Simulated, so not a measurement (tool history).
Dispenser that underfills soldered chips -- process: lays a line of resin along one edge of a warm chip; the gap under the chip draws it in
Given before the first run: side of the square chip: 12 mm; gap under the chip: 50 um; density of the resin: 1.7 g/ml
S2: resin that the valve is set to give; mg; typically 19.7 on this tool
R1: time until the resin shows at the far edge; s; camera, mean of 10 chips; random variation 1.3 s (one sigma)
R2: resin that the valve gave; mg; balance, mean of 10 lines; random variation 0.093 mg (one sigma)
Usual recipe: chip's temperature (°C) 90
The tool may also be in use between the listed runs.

run 1 hour=0.0 | chip's_temperature_(°C)=90 S2=19.7 | R1=143.8 R2=18.82
run 2 hour=6.4 | chip's_temperature_(°C)=79 S2=19.7 | R1=345.3 R2=18.59
-- hour=10.4 new syringe of resin
run 3 hour=11.9 | chip's_temperature_(°C)=79 S2=19.7 | R1=226.3 R2=18.46
run 4 hour=16.5 | chip's_temperature_(°C)=79 S2=19.7 | R1=297.2 R2=18.50
run 5 hour=22.4 | chip's_temperature_(°C)=90 S2=19.7 | R1=260.9 R2=18.60
-- hour=23.2 new syringe of resin
run 6 hour=29.2 | chip's_temperature_(°C)=98 S2=19.7 | R1=126.1 R2=18.49
run 7 hour=32.2 | chip's_temperature_(°C)=90 S2=17.1 | R1=225.6 R2=15.94
run 8 hour=35.2 | chip's_temperature_(°C)=90 S2=17.1 | R1=272.0 R2=15.89
-- hour=36.1 new syringe of resin
run 9 hour=39.8 | chip's_temperature_(°C)=90 S2=17.1 | R1=160.1 R2=15.91
run 10 hour=44.6 | chip's_temperature_(°C)=90 S2=21.0 | R1=207.4 R2=19.53
-- hour=48.8 new syringe of resin
run 11 hour=50.0 | chip's_temperature_(°C)=90 S2=22.2 | R1=127.5 R2=20.43
run 12 hour=53.1 | chip's_temperature_(°C)=103 S2=22.2 | R1=88.5 R2=20.54
run 13 hour=57.4 | chip's_temperature_(°C)=103 S2=22.2 | R1=116.5 R2=20.45
-- hour=61.3 new syringe of resin
run 14 hour=62.5 | chip's_temperature_(°C)=100 S2=24.2 | R1=83.7 R2=22.17
run 15 hour=66.8 | chip's_temperature_(°C)=100 S2=24.2 | R1=107.3 R2=22.09
run 16 hour=69.5 | chip's_temperature_(°C)=100 S2=24.2 | R1=128.6 R2=22.06
-- hour=73.9 new syringe of resin
run 17 hour=73.9 | chip's_temperature_(°C)=95 S2=21.9 | R1=96.8 R2=19.93
run 18 hour=77.3 | chip's_temperature_(°C)=75 S2=18.7 | R1=307.4 R2=17.02
run 19 hour=80.2 | chip's_temperature_(°C)=90 S2=22.9 | R1=181.4 R2=20.72
-- hour=83.0 dispensing valve cleaned and set on the balance
run 20 hour=87.0 | chip's_temperature_(°C)=83 S2=20.4 | R1=355.0 R2=20.35
-- hour=87.9 new syringe of resin
run 21 hour=91.3 | chip's_temperature_(°C)=83 S2=20.4 | R1=203.0 R2=20.26

Here are 3 independent what-if runs from the current tool condition. What would each one return?
run A hour=96.7 | chip's_temperature_(°C)=80 S2=19.7 | R1=? R2=?
run B hour=96.7 | chip's_temperature_(°C)=90 S2=20.9 | R1=? R2=?
run C hour=96.7 | chip's_temperature_(°C)=83 S2=18.9 | R1=? R2=?

run=A R1=326.9 R2=19.51
run=B R1=208.9 R2=20.73
run=C R1=296.0 R2=18.65
Stripped of hidden state, with their random variation kept, the same runs would have yielded:
run=A R1=193.7 R2=19.65
run=B R1=123.4 R2=20.88
run=C R1=175.0 R2=18.78
